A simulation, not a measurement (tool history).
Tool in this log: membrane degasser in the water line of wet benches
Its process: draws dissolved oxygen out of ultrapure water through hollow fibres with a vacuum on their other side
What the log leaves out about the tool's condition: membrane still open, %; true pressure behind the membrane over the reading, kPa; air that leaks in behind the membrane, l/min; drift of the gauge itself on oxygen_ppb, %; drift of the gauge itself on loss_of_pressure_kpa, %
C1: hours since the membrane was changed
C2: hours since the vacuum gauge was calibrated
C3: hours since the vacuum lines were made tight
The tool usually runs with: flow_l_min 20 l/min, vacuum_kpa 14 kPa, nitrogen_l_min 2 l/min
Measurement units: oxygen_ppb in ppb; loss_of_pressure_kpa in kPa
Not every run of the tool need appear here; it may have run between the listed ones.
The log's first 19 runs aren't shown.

{"run": 20, "hour": 3019.9, "flow_l_min": 20, "vacuum_kpa": 15.9, "nitrogen_l_min": 3.66, "C1": 8444, "C2": 4151, "C3": 3020, "oxygen_ppb": 231.6, "loss_of_pressure_kpa": 44.24}
{"run": 21, "hour": 3150.7, "flow_l_min": 26, "vacuum_kpa": 21.9, "nitrogen_l_min": 2.61, "C1": 8575, "C2": 4281, "C3": 3151, "oxygen_ppb": 571.4, "loss_of_pressure_kpa": 57.65}
{"run": 22, "hour": 3256.7, "flow_l_min": 17, "vacuum_kpa": 10.8, "nitrogen_l_min": 0.81, "C1": 8681, "C2": 4387, "C3": 3257, "oxygen_ppb": 387.7, "loss_of_pressure_kpa": 37.73}
{"run": 23, "hour": 3407.9, "flow_l_min": 17, "vacuum_kpa": 10.8, "nitrogen_l_min": 0.81, "C1": 8832, "C2": 4538, "C3": 3408, "oxygen_ppb": 386.5, "loss_of_pressure_kpa": 38.22}
{"run": 24, "hour": 3531.8, "flow_l_min": 20, "vacuum_kpa": 23.6, "nitrogen_l_min": 5.12, "C1": 8956, "C2": 4662, "C3": 3532, "oxygen_ppb": 255.1, "loss_of_pressure_kpa": 44.62}
{"run": 25, "hour": 3655.3, "flow_l_min": 20, "vacuum_kpa": 23.6, "nitrogen_l_min": 5.12, "C1": 9079, "C2": 4786, "C3": 3655, "oxygen_ppb": 257, "loss_of_pressure_kpa": 44.24}
{"run": 26, "hour": 3826.5, "flow_l_min": 20, "vacuum_kpa": 23.6, "nitrogen_l_min": 5.12, "C1": 9250, "C2": 4957, "C3": 3826, "oxygen_ppb": 261.2, "loss_of_pressure_kpa": 44.26}
{"run": 27, "hour": 3941.4, "flow_l_min": 20, "vacuum_kpa": 23.6, "nitrogen_l_min": 5.12, "C1": 9365, "C2": 5072, "C3": 3941, "oxygen_ppb": 258.9, "loss_of_pressure_kpa": 44.3}
{"run": 28, "hour": 4145.1, "flow_l_min": 19, "vacuum_kpa": 23.6, "nitrogen_l_min": 0.93, "C1": 9569, "C2": 5276, "C3": 4145, "oxygen_ppb": 899.4, "loss_of_pressure_kpa": 42.4}
{"run": 29, "hour": 4252.9, "flow_l_min": 21, "vacuum_kpa": 24.4, "nitrogen_l_min": 1.3, "C1": 9677, "C2": 5383, "C3": 4253, "oxygen_ppb": 817.8, "loss_of_pressure_kpa": 47.07}
{"run": 30, "hour": 4444.8, "flow_l_min": 21, "vacuum_kpa": 24.4, "nitrogen_l_min": 1.3, "C1": 9869, "C2": 5575, "C3": 4445, "oxygen_ppb": 799.4, "loss_of_pressure_kpa": 46.8}
{"run": 31, "hour": 4537.3, "flow_l_min": 24, "vacuum_kpa": 34, "nitrogen_l_min": 0.95, "C1": 9961, "C2": 5668, "C3": 4537, "oxygen_ppb": 1548, "loss_of_pressure_kpa": 53.32}

Consider 3 possible next runs. They are alternatives, not a sequence: every one starts from the tool as it was left by run 31. What does each give?
{"run": "A", "hour": 4636.5, "flow_l_min": 14, "vacuum_kpa": 20.6, "nitrogen_l_min": 0.94, "C1": 10060, "C2": 5767, "C3": 4636, "oxygen_ppb": "?", "loss_of_pressure_kpa": "?"}
{"run": "B", "hour": 4636.5, "flow_l_min": 24, "vacuum_kpa": 32.2, "nitrogen_l_min": 4.04, "C1": 10060, "C2": 5767, "C3": 4636, "oxygen_ppb": "?", "loss_of_pressure_kpa": "?"}
{"run": "C", "hour": 4636.5, "flow_l_min": 24, "vacuum_kpa": 34, "nitrogen_l_min": 1.71, "C1": 10060, "C2": 5767, "C3": 4636, "oxygen_ppb": "?", "loss_of_pressure_kpa": "?"}

run=A oxygen_ppb=592.5 loss_of_pressure_kpa=31.5
run=B oxygen_ppb=524.6 loss_of_pressure_kpa=53.81
run=C oxygen_ppb=991.7 loss_of_pressure_kpa=53.35
Without the tool's hidden state the same runs would have given:
run=A oxygen_ppb=570.1 loss_of_pressure_kpa=29.5
run=B oxygen_ppb=487.5 loss_of_pressure_kpa=50.38
run=C oxygen_ppb=951.4 loss_of_pressure_kpa=49.96

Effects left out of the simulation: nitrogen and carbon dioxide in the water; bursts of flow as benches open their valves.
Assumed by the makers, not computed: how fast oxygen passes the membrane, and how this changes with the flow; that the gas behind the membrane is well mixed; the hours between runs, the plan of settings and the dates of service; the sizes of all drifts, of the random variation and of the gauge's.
